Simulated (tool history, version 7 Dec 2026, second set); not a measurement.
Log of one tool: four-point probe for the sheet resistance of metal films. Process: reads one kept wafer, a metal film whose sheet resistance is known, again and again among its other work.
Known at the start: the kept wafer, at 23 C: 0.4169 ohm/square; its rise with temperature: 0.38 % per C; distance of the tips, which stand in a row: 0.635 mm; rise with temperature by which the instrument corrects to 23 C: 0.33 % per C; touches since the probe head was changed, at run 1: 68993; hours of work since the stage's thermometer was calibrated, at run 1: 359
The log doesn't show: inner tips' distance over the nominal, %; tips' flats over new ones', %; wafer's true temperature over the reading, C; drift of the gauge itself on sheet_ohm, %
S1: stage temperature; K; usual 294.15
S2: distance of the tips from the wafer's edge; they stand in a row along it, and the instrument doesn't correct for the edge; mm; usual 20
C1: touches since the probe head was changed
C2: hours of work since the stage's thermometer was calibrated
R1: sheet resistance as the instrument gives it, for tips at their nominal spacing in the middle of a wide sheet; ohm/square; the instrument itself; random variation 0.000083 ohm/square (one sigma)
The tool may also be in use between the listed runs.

run     day      S1  S2      C1    C2        R1
  1       0  294.15  20   68993   359  0.421193
  2   1.396  294.15  20   70371   384   0.42131
  3   3.062  293.15  20   72018   415  0.421139
  4   4.742  293.15  20   73676   446  0.421068
  5   6.962  294.15  20   75866   486  0.421414
  6   8.425  294.15  20   77309   513  0.421268
  7  10.583  294.15  20   79439   552  0.421414
  8  12.508  294.15   5   81340   587  0.424803
  9  14.646  294.15  19   83453   626  0.421447
 10  16.762  294.15  19   85540   665  0.421676
 11  18.675  294.15  20   87429   700  0.421551
 12  20.146  294.15  20   88881   727  0.421685
 13  21.517  294.15  20   90232   752  0.421839
 14  22.771  294.15  20   91472   775  0.421763
 15  24.329  294.15  20   93009   803   0.42177
 16  26.192  294.15  20   94849   837  0.421869
 17  28.329  294.15  20   96958   876  0.421842
 18  29.604  292.15  20   98218   899  0.421459
 19  30.654  294.15  20   99251   918  0.421955
 20  31.825  294.15  20  100407   940  0.422148
 21  33.421  294.15  20  101983   969  0.422005
       34.7  -- new probe head fitted
 22  34.854  294.15  20     151   994  0.415952
 23    37.1  294.15  42    2368  1035  0.415558
 24  39.017  305.15  33    4259  1070  0.418025
 25  41.171  305.15  33    6388  1110  0.417988
 26  43.212  305.15  33    8403  1147  0.418051
 27  44.383  292.15  39    9559  1168   0.41556
 28   46.65  294.15  19   11796  1210  0.416223
     46.796  -- stage's thermometer calibrated
 29  47.792  293.15  16   12900    18  0.415814
 30    48.8  293.15  16   13898    37  0.416056
 31  49.983  303.15  20   15066    58  0.418029
 32  52.008  301.15   5   17063    95  0.420704
 33  53.888  294.15  13   18920   129   0.41658
 34  56.367  294.15   6   21368   175   0.41848
 35  58.233  307.15   9   23211   209  0.419745
 36  59.954  307.15  13   24909   240  0.419243
     60.383  -- stage's thermometer calibrated, once more
 37  61.696  294.15  67   26605    24  0.417162
 38  62.742  294.15  67   27639    43  0.417119
 39  64.804  294.15  67   29673    81  0.417196
 40  66.446  307.15  11   31297   111  0.420486
 41  67.858  307.15  31   32689   136  0.419811
 42  70.008  291.15  24   34813   176  0.416712
 43  71.692  307.15  20   36473   206  0.420186
 44  73.375  307.15  20   38134   237  0.420213

Some steps in R1 between neighbouring runs. How much of each would the tool show without its hidden state too (settings, what came in, random variation), and how much is left for the hidden state, with any gauge scatter that isn't in both results?
Run 21 -> 22: new probe head fitted. R1 -0.006053 ohm/square: hidden state -0.006198, all else +0.000145.
Run 28 -> 29: S1 294.15 -> 293.15, S2 19 -> 16, stage's thermometer calibrated. R1 -0.000409 ohm/square: hidden state -0.000167, all else -0.000242.
Run 32 -> 33: S1 301.15 -> 294.15, S2 5 -> 13. R1 -0.004124 ohm/square: hidden state +0.000031, all else -0.004155.
Run 36 -> 37: S1 307.15 -> 294.15, S2 13 -> 67, stage's thermometer calibrated, once more. R1 -0.002081 ohm/square: hidden state +0.000952, all else -0.003033.
Run 42 -> 43: S1 291.15 -> 307.15, S2 24 -> 20. R1 +0.003474 ohm/square: hidden state +0.000062, all else +0.003412.
